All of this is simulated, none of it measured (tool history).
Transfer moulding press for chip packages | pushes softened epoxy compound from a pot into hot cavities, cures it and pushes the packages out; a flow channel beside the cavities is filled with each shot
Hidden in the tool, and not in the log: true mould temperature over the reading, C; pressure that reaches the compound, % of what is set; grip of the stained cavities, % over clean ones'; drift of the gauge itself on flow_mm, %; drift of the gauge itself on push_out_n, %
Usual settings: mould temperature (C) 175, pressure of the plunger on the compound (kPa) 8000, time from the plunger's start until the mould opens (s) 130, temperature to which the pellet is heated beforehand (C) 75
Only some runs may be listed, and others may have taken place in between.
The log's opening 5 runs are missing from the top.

run	hour	mould temperature (C)	pressure of the plunger on the compound (kPa)	time from the plunger's start until the mould opens (s)	temperature to which the pellet is heated beforehand (C)	hours of work since the mould's thermocouples were calibrated	shots since the plunger's rings were changed	shots since the cavities were cleaned	incoming compound's hours out of the cold store	length that the compound runs in the flow channel (mm)	greatest force on the pins that push the packages out (N)
6	102.6	175	8000	130	73	142	4592	491	8.2	600	474
7	117.5	175	8000	130	73	152	4725	624	28.1	540	466
8	134.1	175	8000	130	73	162	4873	772	13.5	584	501
# hour 154.8: cavities cleaned with cleaning compound and waxed
9	158.4	175	8000	131	75	177	5076	32	47.7	485	307
10	170.4	175	8000	131	75	184	5183	139	41.7	497	339
11	187.1	175	8000	131	75	195	5331	287	9.9	591	413
12	209.4	175	8000	131	75	208	5530	486	28.3	536	425
13	236.8	175	8000	131	75	226	5775	731	11.5	588	498
14	259.1	175	8000	158	75	240	5973	929	46.6	480	441
# hour 263.0: cavities cleaned with cleaning compound and waxed
# hour 267.7: plunger's sealing rings changed
15	284.1	175	8000	158	75	253	146	166	34.8	548	310
16	296.7	175	8000	133	65	261	258	278	13.1	609	398
17	315.5	175	6350	151	75	273	426	446	30.7	490	389
18	333.1	175	8670	130	79	284	583	603	19.9	612	457
19	355.2	181	8000	113	75	297	779	799	15.7	583	467
# hour 372.9: cavities cleaned with cleaning compound and waxed
20	380.6	181	7390	151	75	312	993	70	42.7	483	268
21	400.7	181	7390	151	77	325	1171	248	41.9	484	308
22	414.1	181	7390	121	77	333	1291	368	24.4	531	395
23	436.1	171	8000	161	84	347	1487	564	18.2	595	435
24	451.1	171	8000	161	84	357	1621	698	24.6	567	433
25	467.5	171	7370	161	84	367	1767	844	44.9	493	448
# hour 480.7: cavities cleaned with cleaning compound and waxed
26	488.3	171	7370	161	84	379	1938	68	37.5	510	297
27	511.3	181	7370	161	84	393	2144	274	31.3	504	324
28	526.0	181	7370	161	84	403	2275	405	26.4	518	366
29	551.8	178	7370	142	74	419	2504	634	27.3	525	396
30	565.3	180	7780	113	78	427	2625	755	28.7	528	474

3 ways to go on from here, each from the tool as it stands after run 30. What would each give?
A	582.2	180	8440	113	78	438	2775	905	10.8	?	?
B	582.2	182	6790	130	75	438	2775	905	10.0	?	?
C	582.2	180	7780	143	78	438	2775	905	23.3	?	?

run	length that the compound runs in the flow channel (mm)	greatest force on the pins that push the packages out (N)
A	606	507
B	542	443
C	541	412
With no hidden state in the tool, these same runs would have given:
run	length that the compound runs in the flow channel (mm)	greatest force on the pins that push the packages out (N)
A	621	294
B	556	262
C	555	241

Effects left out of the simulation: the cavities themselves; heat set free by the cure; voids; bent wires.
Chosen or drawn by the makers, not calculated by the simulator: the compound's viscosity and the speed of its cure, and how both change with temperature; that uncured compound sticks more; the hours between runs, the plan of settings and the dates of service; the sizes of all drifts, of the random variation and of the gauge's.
